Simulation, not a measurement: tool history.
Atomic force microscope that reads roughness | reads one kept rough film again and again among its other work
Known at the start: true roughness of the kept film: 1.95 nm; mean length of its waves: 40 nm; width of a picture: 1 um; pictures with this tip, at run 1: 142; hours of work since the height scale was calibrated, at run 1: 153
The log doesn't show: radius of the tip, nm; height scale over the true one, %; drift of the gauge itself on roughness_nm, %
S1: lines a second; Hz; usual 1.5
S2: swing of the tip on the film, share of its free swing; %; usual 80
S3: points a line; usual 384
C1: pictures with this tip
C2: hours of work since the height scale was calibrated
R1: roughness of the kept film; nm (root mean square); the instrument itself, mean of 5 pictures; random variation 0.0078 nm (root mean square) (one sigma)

| run | hour | S1 | S2 | S3 | C1 | C2 | R1 |
|---|---|---|---|---|---|---|---|
| 1 | 0 | 1.5 | 80 | 384 | 142 | 153 | 1.586 |
| 2 | 47.3 | 1.5 | 80 | 384 | 201 | 176 | 1.556 |
|  | 80.4 | new tip fitted |
| 3 | 94.9 | 1.5 | 80 | 384 | 18 | 198 | 1.638 |
| 4 | 133 | 1.5 | 80 | 384 | 65 | 217 | 1.621 |
| 5 | 154.3 | 1.5 | 80 | 384 | 92 | 227 | 1.603 |
| 6 | 201.3 | 1.5 | 80 | 384 | 150 | 250 | 1.568 |
| 7 | 237.8 | 1.5 | 80 | 384 | 196 | 267 | 1.55 |
|  | 275.2 | new tip fitted |
| 8 | 275.2 | 1.5 | 80 | 384 | 0 | 285 | 1.645 |
| 9 | 298.1 | 1.5 | 80 | 384 | 28 | 296 | 1.665 |
| 10 | 317.3 | 1.5 | 80 | 384 | 52 | 306 | 1.621 |
| 11 | 361.1 | 1.5 | 80 | 384 | 107 | 327 | 1.578 |
| 12 | 387.5 | 1.5 | 80 | 384 | 140 | 339 | 1.57 |
| 13 | 431.1 | 1.5 | 80 | 384 | 194 | 360 | 1.553 |
| 14 | 461.9 | 1.5 | 80 | 384 | 232 | 375 | 1.543 |
|  | 472.2 | new tip fitted |
| 15 | 487.7 | 1.5 | 75 | 384 | 19 | 388 | 1.684 |
| 16 | 526.8 | 0.86 | 87 | 674 | 68 | 406 | 1.669 |
| 17 | 556.4 | 0.86 | 87 | 292 | 105 | 421 | 1.626 |
| 18 | 601.1 | 0.86 | 87 | 292 | 160 | 442 | 1.605 |
| 19 | 640.5 | 0.86 | 87 | 292 | 209 | 461 | 1.565 |
|  | 668 | new tip fitted |
| 20 | 680.5 | 3.6 | 64 | 926 | 16 | 480 | 1.644 |
| 21 | 713.2 | 0.67 | 80 | 1014 | 56 | 496 | 1.73 |
| 22 | 754.6 | 2.38 | 82 | 595 | 108 | 516 | 1.48 |
| 23 | 781.2 | 2.37 | 76 | 266 | 141 | 529 | 1.533 |
| 24 | 827.8 | 2.97 | 61 | 266 | 199 | 552 | 1.617 |
|  | 865.3 | new tip fitted |
| 25 | 866.9 | 1.51 | 65 | 279 | 2 | 570 | 1.769 |
| 26 | 887 | 1.59 | 74 | 595 | 27 | 580 | 1.688 |
| 27 | 915.4 | 1.59 | 74 | 595 | 63 | 594 | 1.651 |
| 28 | 959.5 | 3.17 | 61 | 564 | 118 | 615 | 1.647 |
| 29 | 1004.5 | 3.17 | 61 | 564 | 174 | 637 | 1.617 |

5 ways to go on from here, each from the tool as it stands after run 29. What would each give?
| A | 1033.4 | 2.87 | 80 | 409 | 210 | 651 | ? |
| B | 1033.4 | 0.84 | 80 | 274 | 210 | 651 | ? |
| C | 1033.4 | 3.17 | 56 | 530 | 210 | 651 | ? |
| D | 1033.4 | 3.17 | 80 | 544 | 210 | 651 | ? |
| E | 1033.4 | 3.17 | 73 | 263 | 210 | 651 | ? |

| run | R1 |
|---|---|
| A | 1.401 |
| B | 1.62 |
| C | 1.635 |
| D | 1.374 |
| E | 1.457 |
Without the tool's hidden state the same runs would have given:
| run | R1 |
|---|---|
| A | 1.516 |
| B | 1.752 |
| C | 1.767 |
| D | 1.485 |
| E | 1.575 |
